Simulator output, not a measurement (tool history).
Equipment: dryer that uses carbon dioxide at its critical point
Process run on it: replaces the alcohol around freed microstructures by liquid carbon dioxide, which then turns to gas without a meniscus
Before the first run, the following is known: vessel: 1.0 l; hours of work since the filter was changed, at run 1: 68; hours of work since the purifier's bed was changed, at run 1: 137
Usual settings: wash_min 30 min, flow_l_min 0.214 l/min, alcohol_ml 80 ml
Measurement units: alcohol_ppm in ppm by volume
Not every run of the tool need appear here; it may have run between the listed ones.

run,hour,wash_min,flow_l_min,alcohol_ml,hours of work since the filter was changed,hours of work since the purifier's bed was changed,alcohol_ppm
1,0,30,0.214,80,68,137,376
2,34,30,0.214,80,89,158,378
3,67.8,30,0.214,80,109,178,392
4,97.6,30,0.214,80,127,196,419
5,115.9,30,0.214,80,138,207,420
6,147.8,30,0.214,80,157,226,408
7,167.2,30,0.214,80,169,238,417
8,200.1,30,0.214,80,189,258,428
9,224,30,0.214,80,203,272,451
10,249.6,30,0.169,80,218,287,1289
11,285.7,30,0.169,80,240,309,1325
12,315.7,30,0.214,80,258,327,496
13,356.3,30,0.214,80,282,352,516
14,390.2,30,0.214,20,303,372,150
15,417.2,30,0.214,20,319,388,155
16,458.4,30,0.214,20,344,413,163
17,483,30,0.214,20,359,428,168
# hour 496.3: inlet filter changed
18,517.4,30,0.214,20,13,448,118
19,556.9,30,0.214,116,36,472,530
20,580,30,0.214,80,50,485,390
21,607.8,30,0.214,80,67,502,387
22,644.7,30,0.214,80,89,524,413
23,685.3,30,0.214,80,114,549,436
24,717.6,30,0.214,80,133,568,435
25,757.6,44,0.18,99,157,592,200
26,786.6,41,0.18,27,175,610,119
27,815.5,41,0.18,27,192,627,122
28,832.4,44,0.231,42,202,637,68
29,872.4,44,0.292,81,226,661,68
30,899.7,39,0.161,80,243,678,551
31,926.1,30,0.185,80,258,694,988
32,963.9,30,0.214,71,281,716,477
# hour 981.3: purifier's bed changed
33,996.7,43,0.175,71,299,9,182
34,1037.4,43,0.175,71,324,34,188
35,1073.3,43,0.175,71,345,55,196
# hour 1108.4: inlet filter changed
36,1110.8,44,0.315,80,1,77,16
37,1128.1,44,0.357,47,12,88,14
38,1165.9,34,0.298,91,35,110,26
39,1186.1,34,0.298,91,47,123,33
40,1225.2,29,0.193,77,70,146,676
41,1244.3,46,0.261,29,82,158,17
42,1269.9,40,0.234,29,97,173,41
43,1310.8,40,0.234,29,122,198,38
44,1332.6,40,0.14,41,135,211,400
45,1361.6,18,0.364,80,152,228,378
46,1387.8,42,0.214,21,168,244,42
47,1423.5,42,0.214,21,189,265,42
48,1441.7,30,0.214,42,200,276,239

Predict each of these 3 candidate next runs independently; none follows another, all start after run 48:
A,1478.3,30,0.196,40,222,298,?
B,1478.3,31,0.214,27,222,298,?
C,1478.3,37,0.245,80,222,298,?

run,alcohol_ppm
A,362
B,141
C,85
Had the tool no hidden state, the same runs would have come out as:
run,alcohol_ppm
A,255
B,83
C,42
